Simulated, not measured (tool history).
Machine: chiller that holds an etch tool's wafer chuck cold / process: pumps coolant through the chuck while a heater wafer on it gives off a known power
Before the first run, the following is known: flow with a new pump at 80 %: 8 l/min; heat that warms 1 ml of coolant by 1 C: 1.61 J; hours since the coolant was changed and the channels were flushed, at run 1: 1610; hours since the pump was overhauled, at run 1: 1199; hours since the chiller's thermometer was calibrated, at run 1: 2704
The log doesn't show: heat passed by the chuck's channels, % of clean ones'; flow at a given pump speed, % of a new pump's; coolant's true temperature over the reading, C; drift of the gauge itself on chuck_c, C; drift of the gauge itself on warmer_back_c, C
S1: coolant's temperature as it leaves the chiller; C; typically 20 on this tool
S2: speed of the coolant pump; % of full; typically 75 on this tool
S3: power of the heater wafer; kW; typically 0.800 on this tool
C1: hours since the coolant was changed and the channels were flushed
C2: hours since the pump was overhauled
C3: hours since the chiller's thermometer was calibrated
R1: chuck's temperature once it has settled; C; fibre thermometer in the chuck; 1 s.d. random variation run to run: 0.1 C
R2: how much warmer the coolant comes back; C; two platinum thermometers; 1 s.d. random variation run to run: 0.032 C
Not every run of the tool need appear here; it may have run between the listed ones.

{"run": 1, "hour": 0.0, "S1": 20, "S2": 75, "S3": 0.8, "C1": 1610, "C2": 1199, "C3": 2704, "R1": 27.8, "R2": 4.11}
{"run": 2, "hour": 79.3, "S1": 16, "S2": 75, "S3": 0.8, "C1": 1689, "C2": 1278, "C3": 2784, "R1": 23.7, "R2": 4.12}
{"run": 3, "hour": 156.7, "S1": 16, "S2": 75, "S3": 0.8, "C1": 1766, "C2": 1356, "C3": 2861, "R1": 23.9, "R2": 4.16}
{"run": 4, "hour": 232.8, "S1": 30, "S2": 75, "S3": 0.8, "C1": 1843, "C2": 1432, "C3": 2937, "R1": 38.0, "R2": 4.15}
{"run": 5, "hour": 280.2, "S1": 30, "S2": 75, "S3": 0.8, "C1": 1890, "C2": 1479, "C3": 2985, "R1": 38.0, "R2": 4.2}
{"run": 6, "hour": 380.1, "S1": 18, "S2": 75, "S3": 0.8, "C1": 1990, "C2": 1579, "C3": 3085, "R1": 25.9, "R2": 4.2}
{"run": 7, "hour": 445.4, "S1": 18, "S2": 75, "S3": 0.8, "C1": 2055, "C2": 1645, "C3": 3150, "R1": 26.0, "R2": 4.19}
{"run": 8, "hour": 517.9, "S1": 18, "S2": 75, "S3": 0.8, "C1": 2128, "C2": 1717, "C3": 3222, "R1": 25.9, "R2": 4.13}
{"run": 9, "hour": 559.3, "S1": 20, "S2": 75, "S3": 0.8, "C1": 2169, "C2": 1759, "C3": 3264, "R1": 28.1, "R2": 4.22}
{"run": 10, "hour": 611.7, "S1": 20, "S2": 75, "S3": 0.8, "C1": 2221, "C2": 1811, "C3": 3316, "R1": 28.0, "R2": 4.16}
{"run": 11, "hour": 686.8, "S1": 20, "S2": 75, "S3": 0.8, "C1": 2297, "C2": 1886, "C3": 3391, "R1": 28.0, "R2": 4.2}
{"run": 12, "hour": 778.7, "S1": 20, "S2": 85, "S3": 0.8, "C1": 2388, "C2": 1978, "C3": 3483, "R1": 27.5, "R2": 3.68}
{"run": 13, "hour": 850.4, "S1": 10, "S2": 75, "S3": 0.8, "C1": 2460, "C2": 2050, "C3": 3555, "R1": 18.2, "R2": 4.21}
{"run": 14, "hour": 931.7, "S1": 20, "S2": 75, "S3": 0.854, "C1": 2541, "C2": 2131, "C3": 3636, "R1": 28.6, "R2": 4.46}
{"run": 15, "hour": 987.7, "S1": 27, "S2": 75, "S3": 0.73, "C1": 2597, "C2": 2187, "C3": 3692, "R1": 34.8, "R2": 3.87}
{"run": 16, "hour": 1079.1, "S1": 20, "S2": 75, "S3": 0.692, "C1": 2689, "C2": 2278, "C3": 3784, "R1": 27.4, "R2": 3.65}
{"run": 17, "hour": 1141.8, "S1": 20, "S2": 75, "S3": 0.692, "C1": 2752, "C2": 2341, "C3": 3846, "R1": 27.4, "R2": 3.71}
{"hour": 1181.6, "done": "coolant changed, channels flushed"}
{"run": 18, "hour": 1244.6, "S1": 20, "S2": 75, "S3": 0.628, "C1": 63, "C2": 2438, "C3": 3943, "R1": 26.5, "R2": 3.27}
{"run": 19, "hour": 1331.7, "S1": 20, "S2": 75, "S3": 0.628, "C1": 150, "C2": 2525, "C3": 4030, "R1": 26.6, "R2": 3.35}
{"run": 20, "hour": 1379.3, "S1": 13, "S2": 75, "S3": 0.8, "C1": 198, "C2": 2572, "C3": 4078, "R1": 21.4, "R2": 4.24}
{"run": 21, "hour": 1473.8, "S1": 20, "S2": 69, "S3": 0.773, "C1": 292, "C2": 2667, "C3": 4172, "R1": 28.6, "R2": 4.55}
{"run": 22, "hour": 1570.3, "S1": 25, "S2": 75, "S3": 0.989, "C1": 389, "C2": 2764, "C3": 4269, "R1": 35.0, "R2": 5.29}
{"run": 23, "hour": 1653.3, "S1": 20, "S2": 82, "S3": 0.903, "C1": 472, "C2": 2847, "C3": 4352, "R1": 28.6, "R2": 4.38}
{"run": 24, "hour": 1738.6, "S1": 18, "S2": 82, "S3": 0.612, "C1": 557, "C2": 2932, "C3": 4437, "R1": 24.3, "R2": 2.95}
{"run": 25, "hour": 1825.5, "S1": 15, "S2": 94, "S3": 0.514, "C1": 644, "C2": 3019, "C3": 4524, "R1": 19.9, "R2": 2.17}
{"run": 26, "hour": 1919.9, "S1": 21, "S2": 75, "S3": 0.8, "C1": 738, "C2": 3113, "C3": 4618, "R1": 29.3, "R2": 4.27}
{"hour": 1939.3, "done": "chiller's thermometer calibrated"}
{"run": 27, "hour": 1978.1, "S1": 27, "S2": 75, "S3": 0.515, "C1": 795, "C2": 3170, "C3": 39, "R1": 31.7, "R2": 2.82}

Branching from run 27: 4 alternative next runs. What would each branch give?
{"run": "A", "hour": 2050.4, "S1": 20, "S2": 75, "S3": 0.902, "C1": 868, "C2": 3243, "C3": 111, "R1": "?", "R2": "?"}
{"run": "B", "hour": 2050.4, "S1": 12, "S2": 75, "S3": 0.8, "C1": 868, "C2": 3243, "C3": 111, "R1": "?", "R2": "?"}
{"run": "C", "hour": 2050.4, "S1": 20, "S2": 75, "S3": 0.8, "C1": 868, "C2": 3243, "C3": 111, "R1": "?", "R2": "?"}
{"run": "D", "hour": 2050.4, "S1": 15, "S2": 85, "S3": 0.8, "C1": 868, "C2": 3243, "C3": 111, "R1": "?", "R2": "?"}

run=A R1=28.1 R2=4.90
run=B R1=19.3 R2=4.36
run=C R1=27.5 R2=4.31
run=D R1=21.8 R2=3.76
Without the tool's unlogged condition, the same runs would have read:
run=A R1=27.5 R2=4.54
run=B R1=18.7 R2=4.04
run=C R1=26.9 R2=3.99
run=D R1=21.2 R2=3.48
